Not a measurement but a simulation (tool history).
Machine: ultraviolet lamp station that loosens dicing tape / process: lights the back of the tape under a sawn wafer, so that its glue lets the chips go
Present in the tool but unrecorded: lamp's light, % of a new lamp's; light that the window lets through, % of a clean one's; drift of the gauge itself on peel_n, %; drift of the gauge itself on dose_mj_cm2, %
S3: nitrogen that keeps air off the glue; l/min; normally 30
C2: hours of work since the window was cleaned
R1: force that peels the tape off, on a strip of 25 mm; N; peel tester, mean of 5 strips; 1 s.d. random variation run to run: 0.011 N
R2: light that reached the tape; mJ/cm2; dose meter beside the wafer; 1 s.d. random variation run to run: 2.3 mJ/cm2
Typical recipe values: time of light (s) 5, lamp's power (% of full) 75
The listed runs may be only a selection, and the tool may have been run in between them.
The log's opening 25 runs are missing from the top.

Run 26, hour 274.1: usual settings but S3 29 l/min; hours of work of the lamp 196; C2 196. Result: R1 0.574 N, R2 189 mJ/cm2.
Run 27, hour 288.8: usual settings but lamp's power (% of full) 66, S3 14 l/min; hours of work of the lamp 206; C2 206. Result: R1 0.986 N, R2 167 mJ/cm2.
Run 28, hour 296.9: usual settings but lamp's power (% of full) 68, S3 26 l/min; hours of work of the lamp 211; C2 211. Result: R1 0.706 N, R2 166 mJ/cm2.
Run 29, hour 306.5: usual settings but lamp's power (% of full) 79, S3 26 l/min; hours of work of the lamp 218; C2 218. Result: R1 0.547 N, R2 195 mJ/cm2.
Run 30, hour 314.3: usual settings but lamp's power (% of full) 74, S3 57 l/min; hours of work of the lamp 223; C2 223. Result: R1 0.443 N, R2 178 mJ/cm2.
Run 31, hour 322.3: usual settings but lamp's power (% of full) 91, S3 18 l/min; hours of work of the lamp 228; C2 228. Result: R1 0.541 N, R2 221 mJ/cm2.
Run 32, hour 336.0: usual settings but lamp's power (% of full) 90, S3 18 l/min; hours of work of the lamp 237; C2 237. Result: R1 0.554 N, R2 220 mJ/cm2.
Run 33, hour 345.7: usual settings but time of light (s) 6, S3 10 l/min; hours of work of the lamp 244; C2 244. Result: R1 0.775 N, R2 219 mJ/cm2.
Run 34, hour 355.5: usual settings but time of light (s) 2; hours of work of the lamp 250; C2 250. Result: R1 1.764 N, R2 74 mJ/cm2.
Run 35, hour 368.6: usual settings but time of light (s) 2, lamp's power (% of full) 78, S3 23 l/min; hours of work of the lamp 259; C2 259. Result: R1 1.865 N, R2 76 mJ/cm2.
Run 36, hour 380.1: usual settings but time of light (s) 2, lamp's power (% of full) 78, S3 23 l/min; hours of work of the lamp 267; C2 267. Result: R1 1.829 N, R2 76 mJ/cm2.
Run 37, hour 392.2: usual settings but time of light (s) 2, lamp's power (% of full) 78, S3 23 l/min; hours of work of the lamp 275; C2 275. Result: R1 1.837 N, R2 76 mJ/cm2.
Run 38, hour 401.9: usual settings but time of light (s) 2, S3 24 l/min; hours of work of the lamp 281; C2 281. Result: R1 1.898 N, R2 73 mJ/cm2.
Run 39, hour 409.9: usual settings but time of light (s) 6, lamp's power (% of full) 67, S3 10 l/min; hours of work of the lamp 286; C2 286. Result: R1 0.934 N, R2 191 mJ/cm2.
Run 40, hour 424.3: usual settings but time of light (s) 6, lamp's power (% of full) 67, S3 10 l/min; hours of work of the lamp 296; C2 296. Result: R1 0.919 N, R2 195 mJ/cm2.
Run 41, hour 440.8: usual settings but lamp's power (% of full) 89, S3 15 l/min; hours of work of the lamp 307; C2 307. Result: R1 0.683 N, R2 211 mJ/cm2.
Run 42, hour 452.7: usual settings but time of light (s) 6, lamp's power (% of full) 74, S3 19 l/min; hours of work of the lamp 315; C2 315. Result: R1 0.586 N, R2 209 mJ/cm2.
Run 43, hour 459.4: usual settings but lamp's power (% of full) 71, S3 9 l/min; hours of work of the lamp 319; C2 319. Result: R1 1.171 N, R2 167 mJ/cm2.
Run 44, hour 474.1: usual settings but time of light (s) 6, lamp's power (% of full) 90, S3 10 l/min; hours of work of the lamp 329; C2 329. Result: R1 0.632 N, R2 252 mJ/cm2.
Run 45, hour 485.6: usual settings but time of light (s) 6, lamp's power (% of full) 90, S3 10 l/min; hours of work of the lamp 337; C2 337. Result: R1 0.655 N, R2 252 mJ/cm2.

3 options for the next run, each taken on its own from the tool as it stands now. Forecast them:
Run A, hour 493.9: usual settings but time of light (s) 6, lamp's power (% of full) 83, S3 57 l/min; hours of work of the lamp 342; C2 342. Result: R1 ?, R2 ?.
Run B, hour 493.9: usual settings but time of light (s) 6, lamp's power (% of full) 90, S3 20 l/min; hours of work of the lamp 342; C2 342. Result: R1 ?, R2 ?.
Run C, hour 493.9: usual settings but time of light (s) 6, lamp's power (% of full) 90, S3 10 l/min; hours of work of the lamp 342; C2 342. Result: R1 ?, R2 ?.

run     R1   R2
  A  0.316  231
  B  0.432  254
  C  0.643  251
Take away the tool's hidden state, keep each run's random variation, and the runs would have read:
run     R1   R2
  A  0.259  274
  B  0.334  302
  C  0.493  299

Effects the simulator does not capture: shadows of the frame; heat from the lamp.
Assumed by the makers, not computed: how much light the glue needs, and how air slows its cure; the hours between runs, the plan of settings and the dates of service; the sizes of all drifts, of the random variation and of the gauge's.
